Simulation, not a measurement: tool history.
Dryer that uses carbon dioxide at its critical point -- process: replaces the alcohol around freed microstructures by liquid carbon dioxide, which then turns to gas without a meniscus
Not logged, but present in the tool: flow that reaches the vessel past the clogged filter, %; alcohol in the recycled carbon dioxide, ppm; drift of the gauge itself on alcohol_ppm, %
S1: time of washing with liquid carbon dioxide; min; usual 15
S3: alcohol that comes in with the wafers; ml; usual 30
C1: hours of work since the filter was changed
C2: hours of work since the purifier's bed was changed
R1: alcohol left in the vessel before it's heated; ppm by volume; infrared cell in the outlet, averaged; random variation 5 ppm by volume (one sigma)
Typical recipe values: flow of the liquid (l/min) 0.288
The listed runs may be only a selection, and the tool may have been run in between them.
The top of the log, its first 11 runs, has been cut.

{"run": 12, "hour": 154.2, "S1": 15, "flow of the liquid (l/min)": 0.288, "S3": 42, "C1": 341, "C2": 461, "R1": 167}
{"run": 13, "hour": 165.8, "S1": 15, "flow of the liquid (l/min)": 0.288, "S3": 30, "C1": 348, "C2": 468, "R1": 156}
{"run": 14, "hour": 176.3, "S1": 15, "flow of the liquid (l/min)": 0.288, "S3": 30, "C1": 354, "C2": 475, "R1": 160}
{"run": 15, "hour": 192.5, "S1": 15, "flow of the liquid (l/min)": 0.279, "S3": 30, "C1": 364, "C2": 485, "R1": 176}
{"run": 16, "hour": 202.5, "S1": 15, "flow of the liquid (l/min)": 0.288, "S3": 30, "C1": 370, "C2": 491, "R1": 158}
{"run": 17, "hour": 215.9, "S1": 15, "flow of the liquid (l/min)": 0.288, "S3": 30, "C1": 378, "C2": 499, "R1": 153}
{"run": 18, "hour": 234.9, "S1": 15, "flow of the liquid (l/min)": 0.288, "S3": 30, "C1": 390, "C2": 511, "R1": 173}
{"run": 19, "hour": 246.1, "S1": 15, "flow of the liquid (l/min)": 0.288, "S3": 30, "C1": 397, "C2": 517, "R1": 166}
{"run": 20, "hour": 261.1, "S1": 15, "flow of the liquid (l/min)": 0.288, "S3": 35, "C1": 406, "C2": 527, "R1": 183}
{"run": 21, "hour": 275.1, "S1": 15, "flow of the liquid (l/min)": 0.288, "S3": 30, "C1": 415, "C2": 535, "R1": 168}
{"run": 22, "hour": 291.0, "S1": 15, "flow of the liquid (l/min)": 0.288, "S3": 30, "C1": 425, "C2": 545, "R1": 177}
{"run": 23, "hour": 299.8, "S1": 15, "flow of the liquid (l/min)": 0.288, "S3": 30, "C1": 430, "C2": 550, "R1": 177}
{"run": 24, "hour": 313.7, "S1": 15, "flow of the liquid (l/min)": 0.288, "S3": 30, "C1": 438, "C2": 559, "R1": 177}
{"run": 25, "hour": 322.5, "S1": 15, "flow of the liquid (l/min)": 0.288, "S3": 30, "C1": 444, "C2": 564, "R1": 177}
{"run": 26, "hour": 332.2, "S1": 10, "flow of the liquid (l/min)": 0.419, "S3": 43, "C1": 450, "C2": 570, "R1": 202}
{"run": 27, "hour": 347.1, "S1": 15, "flow of the liquid (l/min)": 0.289, "S3": 30, "C1": 459, "C2": 580, "R1": 194}
{"run": 28, "hour": 364.5, "S1": 22, "flow of the liquid (l/min)": 0.317, "S3": 28, "C1": 470, "C2": 590, "R1": 118}
{"run": 29, "hour": 379.3, "S1": 15, "flow of the liquid (l/min)": 0.251, "S3": 72, "C1": 479, "C2": 599, "R1": 531}
{"run": 30, "hour": 392.7, "S1": 21, "flow of the liquid (l/min)": 0.344, "S3": 30, "C1": 487, "C2": 607, "R1": 135}
{"run": 31, "hour": 412.4, "S1": 21, "flow of the liquid (l/min)": 0.344, "S3": 30, "C1": 499, "C2": 620, "R1": 133}

The next listed run, before its measurement:
{"hour": 425.0, "done": "inlet filter changed"}
{"run": 32, "hour": 425.0, "S1": 11, "flow of the liquid (l/min)": 0.271, "S3": 30, "C1": 0, "C2": 627, "R1": "?"}

R1: 457 ppm by volume
Without the tool's hidden state the same run would have given R1 311 ppm by volume.
